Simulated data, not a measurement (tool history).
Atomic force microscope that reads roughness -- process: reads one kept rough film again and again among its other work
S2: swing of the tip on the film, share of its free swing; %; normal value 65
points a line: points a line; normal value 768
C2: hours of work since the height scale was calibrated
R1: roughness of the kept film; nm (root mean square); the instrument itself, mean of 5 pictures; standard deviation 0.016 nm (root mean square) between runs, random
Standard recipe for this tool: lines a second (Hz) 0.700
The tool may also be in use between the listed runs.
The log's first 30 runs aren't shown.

run 31 hour=841.2 | lines_a_second_(Hz)=0.621 S2=65 points_a_line=768 | pictures_with_this_tip=261 C2=187 | R1=3.241
-- hour=850.5 new tip fitted
run 32 hour=870.2 | lines_a_second_(Hz)=0.621 S2=65 points_a_line=768 | pictures_with_this_tip=30 C2=205 | R1=3.858
run 33 hour=902.4 | lines_a_second_(Hz)=0.621 S2=65 points_a_line=768 | pictures_with_this_tip=78 C2=225 | R1=3.684
run 34 hour=920.9 | lines_a_second_(Hz)=0.700 S2=60 points_a_line=768 | pictures_with_this_tip=106 C2=236 | R1=3.621
run 35 hour=939.6 | lines_a_second_(Hz)=1.747 S2=75 points_a_line=768 | pictures_with_this_tip=135 C2=248 | R1=3.247
run 36 hour=957.4 | lines_a_second_(Hz)=0.890 S2=58 points_a_line=302 | pictures_with_this_tip=162 C2=259 | R1=3.432
run 37 hour=979.6 | lines_a_second_(Hz)=0.890 S2=58 points_a_line=302 | pictures_with_this_tip=195 C2=273 | R1=3.334
run 38 hour=1005.5 | lines_a_second_(Hz)=0.711 S2=75 points_a_line=345 | pictures_with_this_tip=235 C2=289 | R1=3.225
-- hour=1030.5 new tip fitted
run 39 hour=1031.0 | lines_a_second_(Hz)=0.711 S2=75 points_a_line=345 | pictures_with_this_tip=1 C2=305 | R1=3.853
run 40 hour=1053.1 | lines_a_second_(Hz)=1.038 S2=65 points_a_line=309 | pictures_with_this_tip=34 C2=319 | R1=3.744
run 41 hour=1071.7 | lines_a_second_(Hz)=1.038 S2=65 points_a_line=309 | pictures_with_this_tip=62 C2=330 | R1=3.643
run 42 hour=1100.8 | lines_a_second_(Hz)=1.038 S2=76 points_a_line=277 | pictures_with_this_tip=106 C2=349 | R1=3.416
run 43 hour=1140.5 | lines_a_second_(Hz)=1.038 S2=76 points_a_line=277 | pictures_with_this_tip=167 C2=374 | R1=3.259
run 44 hour=1175.5 | lines_a_second_(Hz)=0.700 S2=66 points_a_line=768 | pictures_with_this_tip=220 C2=396 | R1=3.322
run 45 hour=1203.7 | lines_a_second_(Hz)=0.700 S2=66 points_a_line=768 | pictures_with_this_tip=262 C2=413 | R1=3.202
-- hour=1209.4 new tip fitted
run 46 hour=1233.0 | lines_a_second_(Hz)=0.700 S2=78 points_a_line=853 | pictures_with_this_tip=36 C2=431 | R1=3.716
run 47 hour=1262.8 | lines_a_second_(Hz)=3.332 S2=65 points_a_line=338 | pictures_with_this_tip=81 C2=450 | R1=3.331
run 48 hour=1302.8 | lines_a_second_(Hz)=0.878 S2=65 points_a_line=411 | pictures_with_this_tip=142 C2=475 | R1=3.489
run 49 hour=1341.6 | lines_a_second_(Hz)=0.878 S2=65 points_a_line=411 | pictures_with_this_tip=201 C2=499 | R1=3.334
run 50 hour=1366.7 | lines_a_second_(Hz)=1.808 S2=79 points_a_line=576 | pictures_with_this_tip=239 C2=515 | R1=2.933

Here are 4 independent what-if runs from the current tool condition. What would each one return?
-- hour=1389.0 new tip fitted
run A hour=1396.0 | lines_a_second_(Hz)=1.808 S2=68 points_a_line=576 | pictures_with_this_tip=10 C2=533 | R1=?
-- hour=1389.0 new tip fitted
run B hour=1396.0 | lines_a_second_(Hz)=0.624 S2=62 points_a_line=339 | pictures_with_this_tip=10 C2=533 | R1=?
-- hour=1389.0 new tip fitted
run C hour=1396.0 | lines_a_second_(Hz)=1.846 S2=66 points_a_line=461 | pictures_with_this_tip=10 C2=533 | R1=?
-- hour=1389.0 new tip fitted
run D hour=1396.0 | lines_a_second_(Hz)=0.700 S2=65 points_a_line=432 | pictures_with_this_tip=10 C2=533 | R1=?

run=A R1=3.697
run=B R1=3.885
run=C R1=3.688
run=D R1=3.874
Without the tool's hidden state the same runs would have given:
run=A R1=3.751
run=B R1=3.941
run=C R1=3.742
run=D R1=3.931
